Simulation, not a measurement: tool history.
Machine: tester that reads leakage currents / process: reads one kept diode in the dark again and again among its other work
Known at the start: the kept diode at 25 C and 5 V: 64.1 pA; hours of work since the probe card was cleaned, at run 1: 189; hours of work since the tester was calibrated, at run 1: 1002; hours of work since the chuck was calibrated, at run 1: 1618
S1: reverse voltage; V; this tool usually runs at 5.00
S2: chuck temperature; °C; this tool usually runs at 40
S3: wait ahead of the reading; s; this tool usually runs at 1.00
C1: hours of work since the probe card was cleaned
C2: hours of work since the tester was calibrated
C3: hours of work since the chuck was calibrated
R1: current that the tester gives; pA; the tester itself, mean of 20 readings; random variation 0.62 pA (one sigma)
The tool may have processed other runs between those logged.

run    hour     S1  S2    S3    C1    C2    C3      R1
  1     0.0   5.00  40  1.00   189  1002  1618  184.73
  2    45.6   5.00  40  1.00   225  1038  1654  184.30
  3    90.6   5.00  40  1.00   260  1074  1690  183.02
  4   122.8   2.73  40  1.00   286  1099  1715  148.23
  5   157.2   2.73  40  1.00   313  1126  1742  147.72
  6   185.8  11.24  40  1.00   335  1149  1765  245.97
  7   221.8  11.24  40  1.00   364  1177  1793  244.25
  8   267.2  11.24  40  1.00   400  1213  1829  247.13
  9   291.2  11.24  40  1.00   419  1232  1848  245.98
 10   319.9  11.24  40  1.00   441  1255  1871  245.51
 11   367.6  11.24  40  1.00   479  1292  1908  245.70
 12   389.9   5.00  40  1.00   496  1310  1926  182.62
      421.5  -- chuck's temperature calibrated
 13   433.1   5.00  40  1.00   529  1343     9  209.61
      437.3  -- tester calibrated
 14   471.3   5.00  40  1.00   558    27    38  207.78
 15   518.2   5.00  40  1.00   595    64    75  208.08
      558.8  -- tester calibrated, once more
 16   560.8   5.00  40  1.00   627     2   107  209.37
 17   603.7   5.00  59  1.00   660    35   141  762.29
 18   652.1   5.00  59  1.00   699    74   179  761.80
 19   698.0   5.00  40  1.00   735   110   215  207.49
 20   744.0   5.00  40  1.00   771   146   251  207.88
 21   782.6   5.00  40  1.00   802   177   282  207.34
 22   824.2   5.00  40  1.00   835   210   315  206.46
 23   871.9   5.00  40  1.00   872   247   352  205.37
 24   912.1   5.00  40  1.00   904   279   384  204.73
 25   948.5   5.00  38  6.82   933   308   413  176.06
 26   983.8   7.77  48  6.42   960   335   441  419.49
 27  1006.3   7.77  48  6.42   978   353   458  416.85
 28  1051.5   7.77  48  6.42  1014   389   494  420.89
 29  1097.4   5.00  22  1.16  1050   425   530   55.05
 30  1120.1   5.69  32  0.33  1068   443   548  123.53
 31  1152.3   4.13  40  4.83  1094   469   574  188.86
     1180.9  -- probe card cleaned and baked
 32  1188.7   3.06  30  2.98     6   495   600   77.24
 33  1231.1  14.00  42  6.77    40   528   634  325.47
 34  1254.2   4.97  40  6.47    58   547   652  195.62
 35  1278.3   5.00  44  1.00    77   566   671  263.52
 36  1303.5   5.00  44  1.00    97   586   691  262.77
 37  1333.9   5.25  60  1.00   121   610   715  795.25

What will run 38 give?
 38  1373.7  5.25  60  1.00  152  641  746   ?

R1: 790.99 pA
With the hidden condition absent and the run-to-run variation left alone, this run would have shown R1 830.43 pA.
